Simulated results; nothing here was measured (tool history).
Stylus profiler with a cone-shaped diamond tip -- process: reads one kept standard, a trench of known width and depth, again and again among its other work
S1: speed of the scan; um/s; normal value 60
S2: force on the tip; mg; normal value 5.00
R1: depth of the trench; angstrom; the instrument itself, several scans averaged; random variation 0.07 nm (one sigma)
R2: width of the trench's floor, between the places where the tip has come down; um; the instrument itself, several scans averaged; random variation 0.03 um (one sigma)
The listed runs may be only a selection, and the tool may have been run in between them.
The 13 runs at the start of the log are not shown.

| run | day | S1 | S2 | R1 | R2 |
|---|---|---|---|---|---|
| 14 | 49.533 | 60 | 1.89 | 2015.5 | 97.68 |
| 15 | 53.779 | 60 | 5.48 | 2030.7 | 97.84 |
| 16 | 57.804 | 60 | 5.48 | 2030.4 | 97.88 |
| 17 | 60.646 | 47 | 14.55 | 2058.4 | 97.95 |
| 18 | 64.958 | 33 | 14.55 | 2057.8 | 97.92 |
| 19 | 67.417 | 33 | 14.55 | 2058.0 | 97.95 |
| 20 | 70.779 | 33 | 14.55 | 2059.4 | 97.98 |
| 21 | 75.775 | 55 | 2.02 | 2015.3 | 97.70 |

Estimate the outcome of run 22 from the log above:
| 22 | 80.371 | 45 | 4.57 | ? | ? |

{"run 22": {"R1": 2027.0, "R2": 97.86}}
The same run, on a tool lacking any hidden state, would have yielded R1 2026.9 angstrom, R2 97.88 um.
